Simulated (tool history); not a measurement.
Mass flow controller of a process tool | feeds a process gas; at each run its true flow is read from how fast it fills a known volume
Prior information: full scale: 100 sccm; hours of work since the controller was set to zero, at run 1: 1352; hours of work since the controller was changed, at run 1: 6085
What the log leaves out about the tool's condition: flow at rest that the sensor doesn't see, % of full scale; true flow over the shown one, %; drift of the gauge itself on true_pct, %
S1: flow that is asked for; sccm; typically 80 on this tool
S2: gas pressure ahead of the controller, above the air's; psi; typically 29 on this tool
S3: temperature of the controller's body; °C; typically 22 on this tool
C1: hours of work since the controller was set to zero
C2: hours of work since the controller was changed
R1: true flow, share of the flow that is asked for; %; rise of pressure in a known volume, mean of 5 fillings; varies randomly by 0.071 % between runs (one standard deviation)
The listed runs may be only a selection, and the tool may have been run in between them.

run 1 hour=0 | S1=80 S2=29 S3=22 | C1=1352 C2=6085 | R1=96.95
run 2 hour=230.7 | S1=80 S2=29 S3=22 | C1=1452 C2=6184 | R1=97.15
run 3 hour=393.3 | S1=80 S2=29 S3=22 | C1=1522 C2=6254 | R1=96.92
run 4 hour=600.3 | S1=80 S2=29 S3=22 | C1=1611 C2=6343 | R1=96.97
run 5 hour=956.2 | S1=80 S2=30.3 S3=22 | C1=1764 C2=6496 | R1=96.84
run 6 hour=1250.4 | S1=80 S2=30.3 S3=22 | C1=1890 C2=6623 | R1=96.79
run 7 hour=1561.8 | S1=80 S2=29 S3=22 | C1=2024 C2=6757 | R1=96.73
run 8 hour=1803.5 | S1=80 S2=35.8 S3=22 | C1=2128 C2=6861 | R1=96.24
run 9 hour=1980.1 | S1=80 S2=35.8 S3=22 | C1=2204 C2=6937 | R1=96.23
run 10 hour=2154.3 | S1=57 S2=29 S3=20 | C1=2279 C2=7012 | R1=95.71
run 11 hour=2328.4 | S1=45 S2=31.5 S3=31 | C1=2354 C2=7087 | R1=95.13
run 12 hour=2479.5 | S1=45 S2=31.5 S3=31 | C1=2419 C2=7152 | R1=95.23
run 13 hour=2712.4 | S1=33 S2=22.9 S3=24 | C1=2519 C2=7252 | R1=94.41
run 14 hour=3060.4 | S1=81 S2=30.7 S3=23 | C1=2669 C2=7402 | R1=96.31
run 15 hour=3294.8 | S1=14 S2=29 S3=37 | C1=2770 C2=7502 | R1=90.24
run 16 hour=3495.7 | S1=54 S2=36.3 S3=27 | C1=2856 C2=7589 | R1=95.1
run 17 hour=3827.2 | S1=31 S2=30.5 S3=22 | C1=2999 C2=7731 | R1=93.16
run 18 hour=4102.3 | S1=80 S2=30.5 S3=37 | C1=3117 C2=7850 | R1=96.62

A few steps of R1 between consecutive runs. Split each: what settings, incoming material and random variation would produce without the hidden state, and what is left over for the hidden state, along with gauge scatter present in only one of the two compared results (measured, and without hidden state):
Run 14 -> 15: S1 81 -> 14, S2 30.7 -> 29, S3 23 -> 37. R1 -6.07 %: hidden state -5.29, all else -0.78.
